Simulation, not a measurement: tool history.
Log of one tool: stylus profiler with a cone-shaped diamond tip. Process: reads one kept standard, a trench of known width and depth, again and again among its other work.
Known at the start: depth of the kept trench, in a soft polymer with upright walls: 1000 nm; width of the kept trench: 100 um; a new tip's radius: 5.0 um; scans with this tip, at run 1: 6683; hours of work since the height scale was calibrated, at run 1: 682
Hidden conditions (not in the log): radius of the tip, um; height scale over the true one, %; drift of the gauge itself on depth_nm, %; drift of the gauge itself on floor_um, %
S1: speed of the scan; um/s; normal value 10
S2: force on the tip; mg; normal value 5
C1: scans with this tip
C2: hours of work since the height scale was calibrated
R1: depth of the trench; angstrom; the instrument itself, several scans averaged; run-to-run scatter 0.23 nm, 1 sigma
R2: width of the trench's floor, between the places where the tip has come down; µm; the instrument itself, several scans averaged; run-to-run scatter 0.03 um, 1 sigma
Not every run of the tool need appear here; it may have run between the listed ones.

Run 1, hour 0: usual settings; C1 6683; C2 682. Result: R1 10163.1 angstrom, R2 92.13 µm.
Run 2, hour 91.8: usual settings but S2 6.19 mg; C1 7169; C2 731. Result: R1 10183.4 angstrom, R2 91.99 µm.
Run 3, hour 166.9: usual settings but S2 6.19 mg; C1 7566; C2 772. Result: R1 10189.9 angstrom, R2 91.94 µm.
Run 4, hour 253.8: usual settings but S2 10.34 mg; C1 8027; C2 819. Result: R1 10261.7 angstrom, R2 91.85 µm.
Run 5, hour 318.6: usual settings; C1 8369; C2 854. Result: R1 10165.6 angstrom, R2 91.74 µm.
Run 6, hour 402.4: usual settings; C1 8813; C2 899. Result: R1 10167.1 angstrom, R2 91.61 µm.
Run 7, hour 482.2: usual settings; C1 9236; C2 942. Result: R1 10168.8 angstrom, R2 91.58 µm.
Run 8, hour 556.6: usual settings but S1 4 um/s; C1 9629; C2 982. Result: R1 10173 angstrom, R2 91.52 µm.
Run 9, hour 630.2: usual settings but S1 4 um/s; C1 10019; C2 1022. Result: R1 10169.8 angstrom, R2 91.4 µm.
Run 10, hour 718.5: usual settings but S1 4 um/s; C1 10487; C2 1070. Result: R1 10170.7 angstrom, R2 91.34 µm.
Run 11, hour 809.5: usual settings; C1 10969; C2 1119. Result: R1 10175.6 angstrom, R2 91.18 µm.
Run 12, hour 902.1: usual settings; C1 11459; C2 1169. Result: R1 10175.5 angstrom, R2 91.08 µm.
Run 13, hour 955.1: usual settings; C1 11739; C2 1197. Result: R1 10175.2 angstrom, R2 91.08 µm.
Run 14, hour 1017.2: usual settings; C1 12068; C2 1231. Result: R1 10172.5 angstrom, R2 90.92 µm.
Run 15, hour 1060.1: usual settings but S2 3.44 mg; C1 12295; C2 1254. Result: R1 10142 angstrom, R2 90.9 µm.
Run 16, hour 1133.2: usual settings but S2 3.44 mg; C1 12683; C2 1294. Result: R1 10144.3 angstrom, R2 90.82 µm.
Run 17, hour 1216.3: usual settings but S1 7 um/s, S2 3.44 mg; C1 13122; C2 1338. Result: R1 10143.4 angstrom, R2 90.69 µm.
Run 18, hour 1260.6: usual settings but S2 2.45 mg; C1 13357; C2 1362. Result: R1 10120.8 angstrom, R2 90.63 µm.
Run 19, hour 1325.7: usual settings but S2 2.45 mg; C1 13702; C2 1398. Result: R1 10117.3 angstrom, R2 90.66 µm.
Run 20, hour 1401: usual settings; C1 14100; C2 1438. Result: R1 10180.4 angstrom, R2 90.6 µm.
Run 21, hour 1487.3: usual settings but S1 16 um/s; C1 14557; C2 1485. Result: R1 10184.5 angstrom, R2 90.4 µm.
At hour 1491.9: height scale calibrated on a step standard.
Run 22, hour 1568.6: usual settings but S1 9 um/s; C1 14985; C2 41. Result: R1 10198.6 angstrom, R2 90.34 µm.
Run 23, hour 1608.5: usual settings but S1 9 um/s, S2 13.26 mg; C1 15196; C2 63. Result: R1 10337.1 angstrom, R2 90.37 µm.
At hour 1626.5: new tip fitted, height scale calibrated.
Run 24, hour 1693.6: usual settings but S1 9 um/s, S2 13.26 mg; C1 355; C2 36. Result: R1 10291.5 angstrom, R2 93.99 µm.
Run 25, hour 1762.8: usual settings but S1 9 um/s, S2 13.26 mg; C1 721; C2 74. Result: R1 10294.5 angstrom, R2 93.9 µm.
Run 26, hour 1802.7: usual settings but S1 9 um/s, S2 13.26 mg; C1 933; C2 95. Result: R1 10290.6 angstrom, R2 93.83 µm.
Run 27, hour 1857.4: usual settings but S1 8 um/s, S2 2.17 mg; C1 1222; C2 125. Result: R1 10091.4 angstrom, R2 93.76 µm.
At hour 1908.6: height scale calibrated on a step standard, once more.
Run 28, hour 1944.7: usual settings but S1 3 um/s, S2 4.74 mg; C1 1682; C2 20. Result: R1 10144.5 angstrom, R2 93.62 µm.
Run 29, hour 2011.7: usual settings but S1 3 um/s, S2 4.74 mg; C1 2037; C2 56. Result: R1 10147.2 angstrom, R2 93.54 µm.
Run 30, hour 2089.1: usual settings but S1 2 um/s, S2 4.63 mg; C1 2446; C2 97. Result: R1 10140.3 angstrom, R2 93.36 µm.
Run 31, hour 2135: usual settings but S1 4 um/s, S2 1.89 mg; C1 2690; C2 122. Result: R1 10074.8 angstrom, R2 93.3 µm.
Run 32, hour 2210.2: usual settings but S2 13.81 mg; C1 3087; C2 163. Result: R1 10299.4 angstrom, R2 93.21 µm.
Run 33, hour 2265: usual settings but S1 3 um/s, S2 5.85 mg; C1 3378; C2 192. Result: R1 10168.1 angstrom, R2 93.12 µm.
Run 34, hour 2356.4: usual settings but S1 6 um/s, S2 3.25 mg; C1 3862; C2 242. Result: R1 10113.1 angstrom, R2 93 µm.
Run 35, hour 2442: usual settings but S1 30 um/s, S2 2.6 mg; C1 4315; C2 288. Result: R1 10100.6 angstrom, R2 92.75 µm.
Run 36, hour 2481.2: usual settings but S1 30 um/s, S2 2.6 mg; C1 4523; C2 309. Result: R1 10104.4 angstrom, R2 92.68 µm.
Run 37, hour 2559.6: usual settings but S1 5 um/s, S2 7.9 mg; C1 4938; C2 352. Result: R1 10210.1 angstrom, R2 92.68 µm.
Run 38, hour 2651.3: usual settings but S1 8 um/s, S2 6.46 mg; C1 5423; C2 401. Result: R1 10183.2 angstrom, R2 92.56 µm.
Run 39, hour 2735.9: usual settings but S1 15 um/s, S2 3.66 mg; C1 5871; C2 447. Result: R1 10131.7 angstrom, R2 92.45 µm.
Run 40, hour 2806.4: usual settings but S1 15 um/s, S2 5.32 mg; C1 6244; C2 485. Result: R1 10164.5 angstrom, R2 92.37 µm.
Run 41, hour 2900: usual settings but S1 34 um/s, S2 3.73 mg; C1 6740; C2 535. Result: R1 10138.4 angstrom, R2 92.14 µm.
Run 42, hour 2948.4: usual settings but S1 11 um/s, S2 3.8 mg; C1 6996; C2 561. Result: R1 10136.5 angstrom, R2 92.17 µm.
Run 43, hour 2999.5: usual settings but S1 11 um/s, S2 1.86 mg; C1 7267; C2 589. Result: R1 10089.3 angstrom, R2 92.12 µm.
Run 44, hour 3067.4: usual settings but S1 3 um/s, S2 5.18 mg; C1 7626; C2 626. Result: R1 10166.6 angstrom, R2 92.07 µm.
Run 45, hour 3115: usual settings but S1 3 um/s, S2 5.18 mg; C1 7878; C2 651. Result: R1 10170 angstrom, R2 92.07 µm.
Run 46, hour 3196.1: usual settings but S1 21 um/s, S2 11.01 mg; C1 8307; C2 695. Result: R1 10269 angstrom, R2 91.82 µm.
Run 47, hour 3249: usual settings but S1 14 um/s, S2 11.01 mg; C1 8588; C2 724. Result: R1 10270.9 angstrom, R2 91.82 µm.

3 options for the next run, each taken on its own from the tool as it stands now. Forecast them:
Run A, hour 3296.3: usual settings but S1 6 um/s, S2 8.09 mg; C1 8838; C2 749. Result: R1 ?, R2 ?.
Run B, hour 3296.3: usual settings but S1 7 um/s, S2 2.1 mg; C1 8838; C2 749. Result: R1 ?, R2 ?.
Run C, hour 3296.3: usual settings but S1 14 um/s, S2 3.25 mg; C1 8838; C2 749. Result: R1 ?, R2 ?.

run       R1     R2
  A  10225.8  91.72
  B  10103.9  91.77
  C  10129.3  91.69
With the hidden condition removed and each run's random variation left untouched, the same runs would have given:
run       R1     R2
  A  10208.7  93.93
  B  10086.9  93.98
  C  10112.3   93.9
